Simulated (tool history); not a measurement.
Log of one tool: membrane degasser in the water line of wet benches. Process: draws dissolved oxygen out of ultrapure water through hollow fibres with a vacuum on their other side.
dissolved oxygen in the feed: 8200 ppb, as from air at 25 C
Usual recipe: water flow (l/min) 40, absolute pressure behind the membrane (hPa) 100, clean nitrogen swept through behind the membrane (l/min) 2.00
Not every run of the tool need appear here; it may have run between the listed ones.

run,hour,water flow (l/min),absolute pressure behind the membrane (hPa),clean nitrogen swept through behind the membrane (l/min),dissolved oxygen in the water behind the degasser (ppb),pressure that the water loses in the fibres (hPa)
1,0.0,40,100,2.00,369.5,586.2
2,215.7,40,100,2.00,372.3,585.8
3,518.0,40,100,2.00,369.8,586.6
# hour 673.4: vacuum gauge calibrated
4,678.8,47,100,2.00,440.4,684.8
5,987.2,47,100,2.00,438.7,687.6
6,1210.4,40,100,2.00,372.1,592.8
7,1539.1,40,100,2.00,369.2,587.7
8,1769.4,40,100,2.92,289.9,590.9
9,2019.8,40,100,3.95,241.2,592.5
10,2163.1,40,100,1.54,446.8,593.4
11,2308.2,40,100,1.54,449.7,595.6
12,2455.7,40,100,1.54,451.2,590.9
13,2643.3,40,100,1.54,443.4,595.9
# hour 2775.0: seals of the vacuum lines changed
14,2893.0,40,100,1.02,586.7,591.8
15,3033.2,40,100,2.17,355.0,595.0
16,3349.7,40,100,2.17,356.0,596.3
17,3674.7,40,100,2.17,361.4,594.2
# hour 3730.8: vacuum gauge calibrated
18,3818.3,40,61,2.00,210.8,595.2
19,4062.2,55,82,2.16,424.4,823.6
20,4387.0,55,82,2.16,428.1,828.1
21,4711.3,46,100,2.00,438.6,690.9
22,4876.7,28,192,2.00,528.7,422.5
23,5064.0,28,192,2.00,522.2,421.6
24,5237.2,28,192,2.00,528.3,421.4
25,5423.6,62,100,2.00,619.1,940.4
26,5579.6,38,245,2.00,896.5,572.2
27,5747.8,38,245,2.00,907.9,574.8
28,6021.2,34,200,1.50,829.5,511.2
29,6188.4,34,200,1.50,828.7,514.7
30,6409.5,34,200,1.50,834.1,516.0
31,6549.0,45,68,1.57,334.0,684.7
32,6774.5,33,215,1.85,744.8,504.2
# hour 6805.6: vacuum gauge calibrated
33,6941.9,33,215,1.85,735.7,505.3

Alternative continuations, all from the tool just after run 33; predict every row:
A,7124.9,29,65,1.20,?,?
B,7124.9,33,215,1.71,?,?
C,7124.9,40,124,2.00,?,?

run,dissolved oxygen in the water behind the degasser (ppb),pressure that the water loses in the fibres (hPa)
A,214.0,444.3
B,784.4,506.8
C,483.7,610.1
Had the tool no hidden state, the same runs would have come out as:
run,dissolved oxygen in the water behind the degasser (ppb),pressure that the water loses in the fibres (hPa)
A,199.1,418.3
B,762.9,477.1
C,458.5,574.1

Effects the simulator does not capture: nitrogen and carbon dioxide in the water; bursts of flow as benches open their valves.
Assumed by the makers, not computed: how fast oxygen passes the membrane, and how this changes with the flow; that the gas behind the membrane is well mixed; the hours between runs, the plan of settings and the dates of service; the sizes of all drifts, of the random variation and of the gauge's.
